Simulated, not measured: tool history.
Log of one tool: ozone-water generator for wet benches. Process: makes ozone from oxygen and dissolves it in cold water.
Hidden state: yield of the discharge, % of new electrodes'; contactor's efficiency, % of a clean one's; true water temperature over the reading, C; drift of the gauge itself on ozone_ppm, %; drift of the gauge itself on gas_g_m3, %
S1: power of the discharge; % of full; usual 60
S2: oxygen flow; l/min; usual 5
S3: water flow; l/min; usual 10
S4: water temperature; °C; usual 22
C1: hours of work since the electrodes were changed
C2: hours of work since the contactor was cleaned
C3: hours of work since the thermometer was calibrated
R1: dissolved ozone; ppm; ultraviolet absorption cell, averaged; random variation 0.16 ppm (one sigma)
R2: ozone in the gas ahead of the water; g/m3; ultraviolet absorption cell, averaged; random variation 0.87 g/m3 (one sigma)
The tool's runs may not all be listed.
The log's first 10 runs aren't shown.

run	hour	S1	S2	S3	S4	C1	C2	C3	R1	R2
11	251.9	75	5	7	17	534	1372	1533	32.4	173.2
12	267.4	75	5	7	17	544	1383	1544	32.6	172.5
13	296.6	60	5	8	22	563	1402	1563	23	142.9
14	328.7	60	5	8	22	585	1424	1585	23.1	143
15	360.5	60	5	8	22	606	1445	1606	22.7	144.8
16	386.6	60	5	8	22	624	1462	1624	22.7	145.2
17	410.2	60	5	7	22	639	1478	1639	24	142.9
18	436.7	63	5	10	28	657	1496	1657	18.8	149.2
19	471.1	60	3.27	10	22	680	1519	1680	21.7	181
20	492.6	60	4.18	16	18	695	1533	1695	16.9	157.5
21	514.1	47	5	9	22	709	1548	1709	17.7	117
22	548.5	47	5	9	22	732	1571	1732	17.9	116
23	576.5	52	6.29	15	22	751	1590	1751	14	112.5
24	609.4	60	4.4	10	17	773	1611	1773	23.2	155.1
25	630.3	60	4.4	10	17	787	1625	1787	23.3	153.8
26	665.2	60	5	8	22	810	1649	1810	22.9	143.7
27	692.1	60	3.67	10	22	828	1667	1828	21.3	169.2
28	711.2	47	5	10	22	841	1680	1841	16.5	116.7
29	733.8	47	5	10	22	856	1695	1856	16.6	118.4
30	756.5	47	5	10	22	871	1710	1871	16.6	116.8
31	792.8	51	2.68	9	24	896	1734	1895	19.7	173.9
32	823.4	77	6.79	9	24	916	1755	1916	23.5	150
33	855.1	89	6.79	6	29	937	1776	1937	27.2	170.7

3 ways to go on from here, each from the tool as it stands after run 33. What would each give?
A	876	89	6.79	15	29	951	1790	1951	?	?
B	876	89	6.79	6	29	951	1790	1951	?	?
C	876	60	5.49	11	22	951	1790	1951	?	?

run	R1	R2
A	19.1	167.9
B	27.2	170.5
C	19.2	136.1
Without the tool's hidden state the same runs would have given:
run	R1	R2
A	19.1	168
B	27.2	170.6
C	19.2	136.1

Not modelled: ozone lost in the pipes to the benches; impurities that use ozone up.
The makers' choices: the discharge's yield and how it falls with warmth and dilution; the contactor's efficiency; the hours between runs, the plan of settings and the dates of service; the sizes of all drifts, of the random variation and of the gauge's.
